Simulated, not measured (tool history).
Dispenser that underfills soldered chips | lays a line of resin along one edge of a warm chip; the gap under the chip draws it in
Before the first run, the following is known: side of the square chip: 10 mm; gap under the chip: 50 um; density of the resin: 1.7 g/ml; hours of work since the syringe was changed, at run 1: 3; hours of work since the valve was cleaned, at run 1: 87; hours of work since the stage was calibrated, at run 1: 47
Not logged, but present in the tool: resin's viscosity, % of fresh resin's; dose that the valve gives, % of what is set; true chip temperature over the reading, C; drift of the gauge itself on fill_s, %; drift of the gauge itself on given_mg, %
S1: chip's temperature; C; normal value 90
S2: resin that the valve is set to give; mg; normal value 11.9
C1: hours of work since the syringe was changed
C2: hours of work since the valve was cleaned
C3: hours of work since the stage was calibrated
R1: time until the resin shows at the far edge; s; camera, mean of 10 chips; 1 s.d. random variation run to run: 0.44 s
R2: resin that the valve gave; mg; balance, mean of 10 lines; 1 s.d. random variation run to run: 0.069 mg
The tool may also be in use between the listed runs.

{"run": 1, "hour": 0.0, "S1": 90, "S2": 11.9, "C1": 3, "C2": 87, "C3": 47, "R1": 37, "R2": 11.4}
{"run": 2, "hour": 3.5, "S1": 90, "S2": 15.3, "C1": 5, "C2": 89, "C3": 49, "R1": 40.9, "R2": 14.76}
{"hour": 8.9, "done": "new syringe of resin"}
{"run": 3, "hour": 9.5, "S1": 90, "S2": 14.9, "C1": 0, "C2": 93, "C3": 53, "R1": 30.9, "R2": 14.05}
{"run": 4, "hour": 13.6, "S1": 90, "S2": 14.9, "C1": 3, "C2": 95, "C3": 56, "R1": 35.8, "R2": 14.21}
{"run": 5, "hour": 19.5, "S1": 90, "S2": 14.9, "C1": 7, "C2": 99, "C3": 60, "R1": 45, "R2": 14.17}
{"hour": 22.8, "done": "new syringe of resin"}
{"run": 6, "hour": 23.9, "S1": 86, "S2": 11.9, "C1": 1, "C2": 102, "C3": 62, "R1": 38, "R2": 11.2}
{"run": 7, "hour": 27.4, "S1": 90, "S2": 11.9, "C1": 3, "C2": 104, "C3": 65, "R1": 36.7, "R2": 11.26}
{"hour": 29.8, "done": "dispensing valve cleaned and set on the balance"}
{"run": 8, "hour": 34.5, "S1": 90, "S2": 11.9, "C1": 7, "C2": 3, "C3": 68, "R1": 44, "R2": 11.95}
{"hour": 37.5, "done": "new syringe of resin"}
{"run": 9, "hour": 40.8, "S1": 89, "S2": 11.6, "C1": 2, "C2": 7, "C3": 72, "R1": 36.1, "R2": 11.66}
{"run": 10, "hour": 46.7, "S1": 79, "S2": 14.9, "C1": 6, "C2": 11, "C3": 76, "R1": 64.6, "R2": 14.77}
{"hour": 51.4, "done": "new syringe of resin"}
{"run": 11, "hour": 52.1, "S1": 79, "S2": 10.4, "C1": 0, "C2": 14, "C3": 80, "R1": 51.3, "R2": 10.27}
{"run": 12, "hour": 58.0, "S1": 93, "S2": 15, "C1": 4, "C2": 18, "C3": 84, "R1": 33.1, "R2": 14.83}
{"run": 13, "hour": 61.6, "S1": 86, "S2": 15.3, "C1": 7, "C2": 20, "C3": 86, "R1": 49.6, "R2": 15}

Below are 3 alternative next runs, each starting from the tool's condition after run 13. Predict each:
{"hour": 65.3, "done": "new syringe of resin"}
{"run": "A", "hour": 68.2, "S1": 90, "S2": 15.5, "C1": 2, "C2": 25, "C3": 90, "R1": "?", "R2": "?"}
{"hour": 65.3, "done": "new syringe of resin"}
{"run": "B", "hour": 68.2, "S1": 78, "S2": 15.3, "C1": 2, "C2": 25, "C3": 90, "R1": "?", "R2": "?"}
{"hour": 65.3, "done": "new syringe of resin"}
{"run": "C", "hour": 68.2, "S1": 95, "S2": 15.1, "C1": 2, "C2": 25, "C3": 90, "R1": "?", "R2": "?"}

run=A R1=34.3 R2=15.42
run=B R1=54.1 R2=15.14
run=C R1=27.7 R2=14.95
With no hidden state in the tool, these same runs would have given:
run=A R1=31.6 R2=15.62
run=B R1=49.8 R2=15.34
run=C R1=25.5 R2=15.15
